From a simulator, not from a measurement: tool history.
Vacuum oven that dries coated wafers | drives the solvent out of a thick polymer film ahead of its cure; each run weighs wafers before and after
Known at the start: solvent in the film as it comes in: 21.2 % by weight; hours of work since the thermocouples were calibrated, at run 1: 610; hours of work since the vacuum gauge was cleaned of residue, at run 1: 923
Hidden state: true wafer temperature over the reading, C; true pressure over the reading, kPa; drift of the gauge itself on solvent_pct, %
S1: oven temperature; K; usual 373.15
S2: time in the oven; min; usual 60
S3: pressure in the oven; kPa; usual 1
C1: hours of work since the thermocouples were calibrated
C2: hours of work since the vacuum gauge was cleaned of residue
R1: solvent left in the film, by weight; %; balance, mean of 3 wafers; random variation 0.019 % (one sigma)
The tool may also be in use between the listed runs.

{"run": 1, "hour": 0.0, "S1": 373.15, "S2": 60, "S3": 1, "C1": 610, "C2": 923, "R1": 1.21}
{"run": 2, "hour": 28.5, "S1": 373.15, "S2": 60, "S3": 1, "C1": 631, "C2": 944, "R1": 1.26}
{"run": 3, "hour": 49.5, "S1": 373.15, "S2": 60, "S3": 1, "C1": 647, "C2": 960, "R1": 1.2}
{"run": 4, "hour": 85.2, "S1": 373.15, "S2": 60, "S3": 1, "C1": 674, "C2": 987, "R1": 1.21}
{"run": 5, "hour": 132.3, "S1": 373.15, "S2": 60, "S3": 1, "C1": 709, "C2": 1022, "R1": 1.28}
{"run": 6, "hour": 178.6, "S1": 373.15, "S2": 60, "S3": 1, "C1": 743, "C2": 1056, "R1": 1.22}
{"run": 7, "hour": 227.1, "S1": 373.15, "S2": 37, "S3": 1, "C1": 779, "C2": 1092, "R1": 2.69}
{"run": 8, "hour": 263.3, "S1": 373.15, "S2": 60, "S3": 1, "C1": 806, "C2": 1119, "R1": 1.23}
{"run": 9, "hour": 291.3, "S1": 373.15, "S2": 66, "S3": 1, "C1": 827, "C2": 1140, "R1": 1.11}
{"hour": 300.4, "done": "oven's thermocouples calibrated"}
{"run": 10, "hour": 323.3, "S1": 373.15, "S2": 66, "S3": 1, "C1": 17, "C2": 1162, "R1": 1.16}
{"run": 11, "hour": 364.9, "S1": 373.15, "S2": 66, "S3": 1, "C1": 48, "C2": 1193, "R1": 1.2}
{"run": 12, "hour": 391.6, "S1": 373.15, "S2": 73, "S3": 1, "C1": 68, "C2": 1213, "R1": 1.01}
{"run": 13, "hour": 428.7, "S1": 386.15, "S2": 73, "S3": 1, "C1": 95, "C2": 1240, "R1": 0.48}
{"run": 14, "hour": 458.7, "S1": 386.15, "S2": 73, "S3": 1, "C1": 118, "C2": 1263, "R1": 0.5}
{"run": 15, "hour": 501.4, "S1": 364.15, "S2": 37, "S3": 1, "C1": 149, "C2": 1294, "R1": 5.51}
{"run": 16, "hour": 540.1, "S1": 364.15, "S2": 37, "S3": 1, "C1": 178, "C2": 1323, "R1": 5.48}
{"run": 17, "hour": 577.6, "S1": 375.15, "S2": 65, "S3": 0.82, "C1": 206, "C2": 1351, "R1": 0.89}
{"run": 18, "hour": 622.8, "S1": 375.15, "S2": 65, "S3": 0.82, "C1": 240, "C2": 1384, "R1": 0.9}
{"hour": 632.3, "done": "vacuum gauge cleaned of residue and calibrated"}
{"run": 19, "hour": 651.0, "S1": 373.15, "S2": 83, "S3": 0.99, "C1": 259, "C2": 14, "R1": 0.76}
{"run": 20, "hour": 683.9, "S1": 363.15, "S2": 60, "S3": 3.21, "C1": 284, "C2": 38, "R1": 4.62}
{"run": 21, "hour": 715.6, "S1": 363.15, "S2": 60, "S3": 3.21, "C1": 307, "C2": 62, "R1": 4.58}
{"run": 22, "hour": 757.9, "S1": 363.15, "S2": 60, "S3": 3.21, "C1": 339, "C2": 93, "R1": 4.65}
{"run": 23, "hour": 807.7, "S1": 384.15, "S2": 40, "S3": 3.8, "C1": 376, "C2": 130, "R1": 1.78}

The same runs without the tool's hidden state, with the same run-to-run variation:
run=1 R1=1.23
run=2 R1=1.28
run=3 R1=1.22
run=4 R1=1.23
run=5 R1=1.3
run=6 R1=1.24
run=7 R1=2.92
run=8 R1=1.26
run=9 R1=1.1
run=10 R1=1.07
run=11 R1=1.11
run=12 R1=0.89
run=13 R1=0.37
run=14 R1=0.39
run=15 R1=5.64
run=16 R1=5.62
run=17 R1=0.78
run=18 R1=0.79
run=19 R1=0.82
run=20 R1=4.97
run=21 R1=4.94
run=22 R1=5.02
run=23 R1=1.91
